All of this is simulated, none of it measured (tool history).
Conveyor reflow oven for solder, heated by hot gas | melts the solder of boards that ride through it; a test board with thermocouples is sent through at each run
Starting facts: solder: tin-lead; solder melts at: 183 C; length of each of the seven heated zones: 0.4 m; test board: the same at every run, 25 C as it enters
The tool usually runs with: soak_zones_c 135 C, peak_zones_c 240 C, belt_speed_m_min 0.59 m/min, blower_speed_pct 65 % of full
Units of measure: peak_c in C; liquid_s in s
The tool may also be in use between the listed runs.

run 1 hour=0 | soak_zones_c=135 peak_zones_c=240 belt_speed_m_min=0.59 blower_speed_pct=65 | peak_c=213.3 liquid_s=55.8
run 2 hour=42.1 | soak_zones_c=135 peak_zones_c=240 belt_speed_m_min=0.59 blower_speed_pct=65 | peak_c=212.9 liquid_s=54.3
run 3 hour=76.5 | soak_zones_c=135 peak_zones_c=240 belt_speed_m_min=0.59 blower_speed_pct=66 | peak_c=212.9 liquid_s=56.5
run 4 hour=104.8 | soak_zones_c=135 peak_zones_c=240 belt_speed_m_min=0.59 blower_speed_pct=66 | peak_c=212.8 liquid_s=55.5
run 5 hour=156.4 | soak_zones_c=135 peak_zones_c=240 belt_speed_m_min=0.59 blower_speed_pct=70 | peak_c=213.7 liquid_s=55.9
run 6 hour=191.4 | soak_zones_c=135 peak_zones_c=240 belt_speed_m_min=0.59 blower_speed_pct=70 | peak_c=213.5 liquid_s=57
run 7 hour=252.1 | soak_zones_c=135 peak_zones_c=237 belt_speed_m_min=0.59 blower_speed_pct=65 | peak_c=209.2 liquid_s=50.5
run 8 hour=304.7 | soak_zones_c=135 peak_zones_c=237 belt_speed_m_min=0.59 blower_speed_pct=65 | peak_c=213.2 liquid_s=56.8
run 9 hour=338.3 | soak_zones_c=135 peak_zones_c=237 belt_speed_m_min=0.59 blower_speed_pct=65 | peak_c=212.2 liquid_s=56.2
run 10 hour=384.1 | soak_zones_c=135 peak_zones_c=240 belt_speed_m_min=0.59 blower_speed_pct=89 | peak_c=221.8 liquid_s=66.2
run 11 hour=411.8 | soak_zones_c=133 peak_zones_c=244 belt_speed_m_min=0.702 blower_speed_pct=79 | peak_c=216.3 liquid_s=50.8
run 12 hour=470.5 | soak_zones_c=143 peak_zones_c=240 belt_speed_m_min=0.546 blower_speed_pct=65 | peak_c=219.7 liquid_s=71.8
run 13 hour=527.3 | soak_zones_c=129 peak_zones_c=240 belt_speed_m_min=0.59 blower_speed_pct=65 | peak_c=213.9 liquid_s=54.9

Removed from this log: 2 entries logged between the listed runs. Between which two listed runs does each belong, and how does the tool's hidden state at the listed run before it compare with that at the listed run after it?
From run 7 to run 8: flux residue cleaned out of gas plates and filters (hour 261.8)
  heat that the gas passes to the board, % of a clean oven's: 85.2 -> 98.2; belt's true speed, % of the reading: 97.82 -> 97.75; true gas temperature in zones 6 and 7 over the reading, C: -1.24 -> -1.32
  measured value less the no-hidden-state value, peak_c: -4.9 -> -0.7 C; liquid_s: -4.7 -> +0.6 s
From run 9 to run 10: belt drive overhauled, speed set with a stopwatch (hour 345.9)
  heat that the gas passes to the board, % of a clean oven's: 97.3 -> 96.3; belt's true speed, % of the reading: 97.7 -> 96.75; true gas temperature in zones 6 and 7 over the reading, C: -1.37 -> -1.42
  measured value less the no-hidden-state value, peak_c: -1 -> -1.4 C; liquid_s: +0.3 -> +1.2 s

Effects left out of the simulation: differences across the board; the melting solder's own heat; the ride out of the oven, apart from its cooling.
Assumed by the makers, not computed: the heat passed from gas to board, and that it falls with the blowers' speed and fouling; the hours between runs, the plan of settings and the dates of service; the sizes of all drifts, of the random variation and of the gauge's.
